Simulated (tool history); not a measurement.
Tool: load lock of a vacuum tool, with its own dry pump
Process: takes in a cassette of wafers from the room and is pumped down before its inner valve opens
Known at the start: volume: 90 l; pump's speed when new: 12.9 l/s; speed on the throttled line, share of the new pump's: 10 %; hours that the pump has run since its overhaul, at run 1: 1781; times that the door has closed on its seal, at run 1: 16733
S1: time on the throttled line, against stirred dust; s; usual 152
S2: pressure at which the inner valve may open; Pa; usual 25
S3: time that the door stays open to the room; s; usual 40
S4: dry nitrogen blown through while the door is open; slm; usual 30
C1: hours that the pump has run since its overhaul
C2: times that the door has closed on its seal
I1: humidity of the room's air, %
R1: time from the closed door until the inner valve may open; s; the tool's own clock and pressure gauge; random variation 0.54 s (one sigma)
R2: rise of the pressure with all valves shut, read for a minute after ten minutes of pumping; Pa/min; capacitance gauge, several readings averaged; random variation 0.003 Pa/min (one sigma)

run	hour	S1	S2	S3	S4	C1	C2	I1	R1	R2
1	0	152	25	40	30	1781	16733	43	194.8	0.12
2	430.3	152	25	40	30	2212	18712	44.8	194.2	0.14
3	849.1	152	25	40	30	2630	20637	44.3	196.1	0.155
4	1062.1	152	25	40	30	2843	21617	43.7	195.9	0.169
5	1376.2	152	25	31	30	3157	23061	45.8	196.4	0.18
6	1663.4	152	25	31	30	3445	24382	49	195.2	0.206
7	2025.5	146	25	40	30	3807	26047	47.4	189.6	0.216
8	2214	146	25	40	30	3995	26914	45.2	191.1	0.222
9	2448	146	25	40	30	4229	27990	42.4	190.5	0.239
10	2833.1	146	25	40	30	4614	29761	49.1	190.5	0.271
11	3127.6	146	25	40	30	4909	31115	42.6	190.3	0.282
12	3538.7	152	20	40	30	5320	33005	50.1	197.4	0.313
13	3883.4	152	25	40	17	5665	34590	42.8	196	0.343
14	4251.9	152	26	40	30	6033	36285	45.7	196.5	0.355
15	4559.6	152	38	40	30	6341	37700	44.9	194	0.385
16	4789.5	152	38	40	30	6571	38757	45.5	193	0.397
17	5087.3	152	38	40	30	6869	40126	46.6	193.2	0.43
18	5314.5	152	38	40	15	7096	41171	44.6	193.7	0.45
# hour 5610.1: door's seal changed, seat wiped
19	5675.6	152	38	40	15	7455	300	47.7	194.5	0.027
20	6093.9	152	25	35	15	7874	2224	47.4	197.5	0.032
21	6422.8	171	50	40	13	8203	3737	40.1	208.8	0.031
22	6621.4	175	25	40	7	8401	4650	45.9	219	0.046
23	7017.5	175	25	40	7	8797	6471	41.7	217.7	0.053
24	7249.5	280	25	113	30	9029	7538	45.2	311.7	0.059
25	7577.5	211	33	39	22	9357	9047	44.4	247.6	0.06
26	8028.5	137	26	116	7	9808	11120	43.7	184.9	0.101
27	8441.4	137	26	55	7	10221	13019	46.6	183.7	0.106
28	8894.1	152	18	40	24	10674	15101	43.3	199.8	0.107
29	9329.4	152	18	40	24	11109	17103	41.9	200.2	0.12
30	9570.1	152	18	40	24	11350	18209	43	200.9	0.136
31	9924.1	80	25	40	30	11704	19837	43.7	134.2	0.146
32	10203	248	19	27	7	11983	21119	41.6	285.4	0.159
33	10569.6	152	25	229	26	12349	22805	47.6	197.9	0.206
34	11004.5	198	25	52	22	12784	24805	43.1	238.9	0.202
35	11347.9	91	40	33	5	13128	26385	44.9	140.5	0.225
36	11747.2	91	40	33	5	13527	28220	43.6	141.1	0.255
37	12009	163	20	77	9	13789	29424	43.2	211.1	0.278

Measured less the same run without the tool's hidden state. The same run-to-run variation is in both; the gauge's scatter may not be:
The hidden state here: pump's speed, % of a new pump's; leak at the door's seal, Pa l/s; drift of the gauge itself on ready_s, %; drift of the gauge itself on rise_pa_min, %.
run	R1	R2
1	+0.6	+0.106
2	+0.7	+0.124
3	+0.8	+0.141
4	+0.9	+0.152
5	+0.9	+0.167
6	+1	+0.182
7	+1.2	+0.199
8	+1.2	+0.207
9	+1.3	+0.223
10	+1.4	+0.253
11	+1.5	+0.262
12	+1.7	+0.295
13	+1.7	+0.322
14	+1.8	+0.338
15	+1.8	+0.369
16	+1.9	+0.382
17	+1.9	+0.415
18	+2	+0.427
19	+2.1	+0.001
20	+2.4	+0.008
21	+2.1	+0.015
22	+2.5	+0.019
23	+2.5	+0.027
24	+1.9	+0.034
25	+2.3	+0.043
26	+3.1	+0.057
27	+3.2	+0.072
28	+3.5	+0.088
29	+3.6	+0.105
30	+3.7	+0.113
31	+4.2	+0.128
32	+3	+0.14
33	+3.9	+0.16
34	+3.5	+0.183
35	+4.4	+0.199
36	+4.6	+0.226
37	+4.3	+0.246
